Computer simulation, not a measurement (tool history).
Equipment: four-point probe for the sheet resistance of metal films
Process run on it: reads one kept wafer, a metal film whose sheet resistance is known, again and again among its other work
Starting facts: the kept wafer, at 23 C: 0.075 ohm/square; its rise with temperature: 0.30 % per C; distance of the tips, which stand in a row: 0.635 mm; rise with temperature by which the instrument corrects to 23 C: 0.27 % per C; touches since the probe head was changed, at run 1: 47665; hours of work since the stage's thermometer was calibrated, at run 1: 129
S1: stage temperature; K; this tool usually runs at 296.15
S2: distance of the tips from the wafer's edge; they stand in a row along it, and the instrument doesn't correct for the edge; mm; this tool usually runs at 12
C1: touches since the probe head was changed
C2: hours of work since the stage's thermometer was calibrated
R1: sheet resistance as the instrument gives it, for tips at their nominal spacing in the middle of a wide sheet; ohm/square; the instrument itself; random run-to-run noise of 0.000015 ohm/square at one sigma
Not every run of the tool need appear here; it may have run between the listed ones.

run,hour,S1,S2,C1,C2,R1
1,0,296.15,12,47665,129,0.074421
2,58.1,296.15,12,48553,164,0.074441
3,122.2,307.15,12,49533,203,0.074703
4,168.9,307.15,12,50247,231,0.074701
5,260.6,296.15,20,51649,287,0.074371
6,325.1,303.15,12,52636,326,0.074585
7,392.4,296.15,12,53664,367,0.074414
8,447.8,296.15,12,54512,401,0.074406
9,529.7,296.15,12,55764,450,0.074409
10,599.2,296.15,12,56825,492,0.074411
11,674.1,296.15,12,57971,538,0.074405
12,728.5,296.15,12,58803,571,0.074379
13,821.4,296.15,12,60223,627,0.0744
14,885.3,303.15,12,61200,666,0.074533
15,986.8,305.15,49,62751,727,0.074462
16,1084.2,305.15,49,64241,786,0.074449
17,1159.6,305.15,11,65393,832,0.074556
18,1219.9,291.15,9,66315,868,0.074318
19,1270.7,291.15,9,67091,899,0.074317
20,1333.6,296.15,5,68053,937,0.074871
21,1384.7,294.15,9,68835,968,0.074372
22,1467.2,294.15,9,70096,1018,0.074391
23,1523.2,294.15,9,70952,1052,0.074382
24,1624.4,294.15,9,72499,1114,0.074374
25,1714,294.15,9,73870,1168,0.074349
26,1777.5,294.15,9,74841,1206,0.074367
27,1878.1,308.15,26,76378,1267,0.074471

How would selected steps in R1 from run to run divide? Give the signed amount a tool lacking its hidden state would still show from settings, what came in and random variation, and the signed amount left for the hidden state, including any gauge scatter that is not in both of the compared results.
The hidden state here: inner tips' distance over the nominal, %; tips' flats over new ones', %; wafer's true temperature over the reading, C; drift of the gauge itself on sheet_ohm, %.
Run 19 -> 20: S1 291.15 -> 296.15, S2 9 -> 5. R1 +0.000554 ohm/square: hidden state -0.000011, all else +0.000565.
Run 20 -> 21: S1 296.15 -> 294.15, S2 5 -> 9. R1 -0.000499 ohm/square: hidden state +0.000001, all else -0.0005.
Run 26 -> 27: S1 294.15 -> 308.15, S2 9 -> 26. R1 +0.000104 ohm/square: hidden state -0.000014, all else +0.000118.
